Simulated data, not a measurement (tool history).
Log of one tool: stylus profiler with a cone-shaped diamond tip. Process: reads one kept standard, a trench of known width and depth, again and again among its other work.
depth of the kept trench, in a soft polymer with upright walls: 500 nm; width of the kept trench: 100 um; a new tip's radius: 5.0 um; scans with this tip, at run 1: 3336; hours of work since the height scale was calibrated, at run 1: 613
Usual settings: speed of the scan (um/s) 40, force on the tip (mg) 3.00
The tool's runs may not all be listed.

run    hour  speed of the scan (um/s)  force on the tip (mg)  scans with this tip  hours of work since the height scale was calibrated  depth of the trench (angstrom)  width of the trench's floor (µm)
  1     0.0                        40                   3.00                 3336                                                  613                          5064.6                             95.17
  2    33.3                        40                   3.00                 3420                                                  628                          5063.9                             95.12
  3    59.2                        40                   3.00                 3486                                                  640                          5065.2                             95.14
  4    86.8                        40                   3.00                 3557                                                  653                          5063.2                             95.18
  5   106.6                        40                   3.00                 3607                                                  663                          5063.2                             95.15
  6   139.7                        40                   3.00                 3691                                                  678                          5063.3                             95.16
  7   159.8                        40                   2.21                 3742                                                  687                          5048.2                             95.07
  8   178.1                        40                   2.21                 3789                                                  696                          5051.3                             95.15
  9   213.3                        40                   2.21                 3878                                                  712                          5048.0                             95.12
 10   240.6                        40                   2.21                 3948                                                  725                          5048.3                             95.07
 11   258.8                        40                   2.21                 3994                                                  734                          5049.7                             95.08
 12   289.4                        12                   3.00                 4072                                                  748                          5061.4                             95.13
 13   312.8                        97                   3.00                 4132                                                  759                          5064.0                             94.93
 14   350.7                        97                   3.00                 4228                                                  777                          5060.3                             94.91
 15   384.6                        97                   3.00                 4314                                                  792                          5061.3                             94.95
 16   400.5                        18                   3.00                 4355                                                  800                          5063.6                             95.19
 17   423.9                        59                   3.00                 4414                                                  811                          5062.4                             95.02
 18   454.4                        40                   3.50                 4492                                                  825                          5069.7                             95.09
 19   493.1                        40                   3.00                 4590                                                  843                          5062.5                             95.04
 20   517.4                        40                   7.56                 4652                                                  855                          5124.9                             95.08
 21   534.8                        40                   1.88                 4697                                                  863                          5040.0                             94.96
 22   569.5                        26                   3.00                 4785                                                  879                          5061.2                             94.99
 23   602.2                        86                   3.00                 4868                                                  894                          5059.4                             94.85
 24   635.1                        13                   3.05                 4952                                                  910                          5059.9                             94.99
 25   656.2                        35                   3.00                 5006                                                  919                          5060.9                             94.96
 26   679.9                        35                   3.00                 5066                                                  931                          5059.6                             94.93
 27   707.7                        35                   3.00                 5136                                                  944                          5060.6                             95.02
 28   742.8                        68                   3.26                 5226                                                  960                          5064.8                             94.91
 29   779.2                       104                   2.76                 5319                                                  977                          5055.0                             94.80
      781.6  -- height scale calibrated on a step standard
 30   797.5                       104                   2.76                 5364                                                    7                          5052.5                             94.77
 31   823.5                        61                   1.67                 5430                                                   20                          5032.8                             94.83
 32   843.2                        61                   1.25                 5480                                                   29                          5024.0                             94.75
      851.9  -- height scale calibrated on a step standard, once more
 33   865.6                       125                   2.16                 5536                                                    6                          5056.3                             94.63
 34   891.7                        19                   1.50                 5602                                                   19                          5044.7                             94.93
 35   913.5                        19                   1.50                 5658                                                   29                          5043.5                             94.91
 36   933.7                        10                   8.37                 5709                                                   38                          5141.8                             94.91
 37   952.0                        26                   2.85                 5756                                                   47                          5068.0                             94.92
 38   979.0                       113                   1.89                 5824                                                   59                          5051.0                             94.56
 39  1001.1                       119                   6.83                 5881                                                   70                          5124.7                             94.79
 40  1040.4                       119                   6.83                 5981                                                   88                          5124.5                             94.75
 41  1056.5                        13                   2.89                 6022                                                   96                          5069.7                             94.98
 42  1090.5                        40                   3.69                 6108                                                  112                          5080.9                             94.84
 43  1107.2                        40                   4.75                 6151                                                  119                          5096.6                             94.86
 44  1127.9                        25                   1.90                 6203                                                  129                          5051.9                             94.86
 45  1164.4                        26                   3.69                 6296                                                  146                          5078.7                             94.87

Some steps in depth of the trench (angstrom) between neighbouring runs. How much of each would the tool show without its hidden state too (settings, what came in, random variation), and how much is left for the hidden state, with any gauge scatter that isn't in both results?
The hidden state here: radius of the tip, um; height scale over the true one, %; drift of the gauge itself on depth_nm, %; drift of the gauge itself on floor_um, %.
Run 13 -> 14: no setting changed, nothing entered. depth of the trench (angstrom) -3.7: hidden state -0.3, all else -3.4.
Run 20 -> 21: force on the tip (mg) 7.56 -> 1.88. depth of the trench (angstrom) -84.9: hidden state +0.1, all else -85.0.
Run 29 -> 30: height scale calibrated on a step standard. depth of the trench (angstrom) -2.5: hidden state -2.4, all else -0.1.
Run 32 -> 33: speed of the scan (um/s) 61 -> 125, force on the tip (mg) 1.25 -> 2.16, height scale calibrated on a step standard, once more. depth of the trench (angstrom) +32.3: hidden state +14.5, all else +17.8.
Run 35 -> 36: speed of the scan (um/s) 19 -> 10, force on the tip (mg) 1.50 -> 8.37. depth of the trench (angstrom) +98.3: hidden state -0.1, all else +98.4.
Run 36 -> 37: speed of the scan (um/s) 10 -> 26, force on the tip (mg) 8.37 -> 2.85. depth of the trench (angstrom) -73.8: hidden state -0.2, all else -73.6.

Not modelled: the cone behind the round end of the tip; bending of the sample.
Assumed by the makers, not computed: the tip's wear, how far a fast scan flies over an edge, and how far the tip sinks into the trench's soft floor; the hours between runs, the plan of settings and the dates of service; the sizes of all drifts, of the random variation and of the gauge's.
